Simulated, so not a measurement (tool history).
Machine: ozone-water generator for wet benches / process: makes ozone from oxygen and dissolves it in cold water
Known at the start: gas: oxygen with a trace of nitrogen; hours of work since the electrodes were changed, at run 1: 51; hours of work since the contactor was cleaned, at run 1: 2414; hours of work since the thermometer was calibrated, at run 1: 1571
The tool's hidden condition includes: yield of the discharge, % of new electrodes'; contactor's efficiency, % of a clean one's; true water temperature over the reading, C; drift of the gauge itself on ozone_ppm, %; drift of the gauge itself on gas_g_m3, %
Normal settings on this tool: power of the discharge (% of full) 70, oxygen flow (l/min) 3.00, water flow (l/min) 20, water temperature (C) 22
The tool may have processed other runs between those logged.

| run | hour | power of the discharge (% of full) | oxygen flow (l/min) | water flow (l/min) | water temperature (C) | hours of work since the electrodes were changed | hours of work since the contactor was cleaned | hours of work since the thermometer was calibrated | dissolved ozone (ppm) | ozone in the gas ahead of the water (g/m3) |
|---|---|---|---|---|---|---|---|---|---|---|
| 1 | 0.0 | 70 | 3.00 | 20 | 22 | 51 | 2414 | 1571 | 15.2 | 196.5 |
| 2 | 101.2 | 70 | 3.00 | 20 | 22 | 148 | 2511 | 1668 | 15.4 | 193.9 |
| 3 | 251.9 | 70 | 3.00 | 14 | 22 | 291 | 2654 | 1811 | 20.4 | 194.8 |
| 4 | 388.4 | 70 | 3.00 | 21 | 22 | 421 | 2784 | 1941 | 14.7 | 195.0 |
| 5 | 522.4 | 70 | 3.00 | 21 | 22 | 548 | 2912 | 2069 | 14.3 | 195.1 |
| 6 | 686.6 | 70 | 3.00 | 21 | 22 | 705 | 3068 | 2225 | 14.7 | 194.6 |
| 7 | 776.2 | 70 | 3.00 | 13 | 22 | 790 | 3153 | 2310 | 21.6 | 193.0 |
| 8 | 908.1 | 70 | 3.00 | 13 | 15 | 916 | 3279 | 2436 | 23.8 | 193.9 |
| 9 | 1002.7 | 70 | 3.00 | 13 | 15 | 1006 | 3369 | 2526 | 23.4 | 192.6 |
| 10 | 1133.6 | 70 | 3.00 | 13 | 15 | 1130 | 3493 | 2650 | 23.6 | 192.6 |
| 11 | 1254.6 | 70 | 3.00 | 13 | 15 | 1246 | 3609 | 2766 | 22.8 | 191.7 |
| 12 | 1404.5 | 70 | 3.00 | 13 | 15 | 1388 | 3751 | 2908 | 23.6 | 192.5 |
| 13 | 1548.3 | 70 | 3.00 | 13 | 15 | 1525 | 3888 | 3045 | 23.6 | 194.3 |
| 14 | 1619.8 | 70 | 3.00 | 24 | 22 | 1593 | 3956 | 3113 | 12.6 | 191.6 |
| 15 | 1696.7 | 70 | 3.00 | 27 | 22 | 1666 | 4029 | 3186 | 11.2 | 189.5 |
| 16 | 1783.2 | 70 | 3.00 | 20 | 22 | 1749 | 4112 | 3269 | 14.8 | 190.5 |
| 17 | 1888.7 | 52 | 3.00 | 20 | 22 | 1849 | 4212 | 3369 | 12.9 | 164.6 |
|  | 1962.1 | water thermometer calibrated |
| 18 | 2040.3 | 52 | 3.00 | 20 | 22 | 1993 | 4356 | 75 | 13.1 | 164.4 |
| 19 | 2128.4 | 75 | 2.82 | 20 | 22 | 2077 | 4440 | 158 | 15.2 | 203.7 |
| 20 | 2220.8 | 75 | 2.82 | 15 | 26 | 2165 | 4528 | 246 | 18.5 | 204.9 |
| 21 | 2323.2 | 45 | 3.00 | 20 | 28 | 2262 | 4625 | 344 | 11.2 | 153.9 |
| 22 | 2402.8 | 70 | 3.20 | 20 | 14 | 2338 | 4701 | 420 | 16.1 | 181.3 |
| 23 | 2538.5 | 52 | 3.20 | 20 | 14 | 2467 | 4830 | 549 | 13.9 | 156.4 |
| 24 | 2702.1 | 54 | 2.15 | 30 | 17 | 2623 | 4986 | 704 | 8.6 | 208.6 |
| 25 | 2801.9 | 47 | 3.00 | 19 | 22 | 2718 | 5081 | 799 | 12.7 | 156.2 |
| 26 | 2940.2 | 47 | 3.00 | 19 | 22 | 2850 | 5213 | 931 | 12.6 | 155.0 |
| 27 | 3089.5 | 70 | 3.00 | 20 | 23 | 2992 | 5355 | 1073 | 14.4 | 187.8 |
| 28 | 3185.1 | 73 | 3.31 | 20 | 23 | 3083 | 5446 | 1164 | 14.4 | 178.6 |
| 29 | 3330.0 | 78 | 4.87 | 20 | 22 | 3221 | 5584 | 1302 | 14.6 | 141.5 |
| 30 | 3463.3 | 78 | 4.87 | 20 | 22 | 3347 | 5710 | 1429 | 14.9 | 142.9 |
| 31 | 3530.3 | 78 | 4.87 | 20 | 22 | 3411 | 5774 | 1493 | 14.8 | 143.7 |
| 32 | 3597.1 | 70 | 3.00 | 14 | 22 | 3475 | 5838 | 1556 | 19.6 | 188.5 |
| 33 | 3707.9 | 87 | 1.60 | 20 | 22 | 3580 | 5943 | 1662 | 15.6 | 316.3 |

Here are 4 independent what-if runs from the current tool condition. What would each one return?
| A | 3802.4 | 65 | 1.60 | 20 | 22 | 3670 | 6033 | 1752 | ? | ? |
| B | 3802.4 | 88 | 1.60 | 13 | 22 | 3670 | 6033 | 1752 | ? | ? |
| C | 3802.4 | 87 | 5.07 | 17 | 16 | 3670 | 6033 | 1752 | ? | ? |
| D | 3802.4 | 70 | 2.84 | 18 | 28 | 3670 | 6033 | 1752 | ? | ? |

| run | dissolved ozone (ppm) | ozone in the gas ahead of the water (g/m3) |
|---|---|---|
| A | 13.2 | 272.3 |
| B | 23.6 | 317.7 |
| C | 19.1 | 146.4 |
| D | 14.7 | 195.3 |
With the hidden condition removed and each run's random variation left untouched, the same runs would have given:
| run | dissolved ozone (ppm) | ozone in the gas ahead of the water (g/m3) |
|---|---|---|
| A | 14.1 | 284.3 |
| B | 25.3 | 333.9 |
| C | 20.6 | 153.8 |
| D | 15.8 | 204.2 |
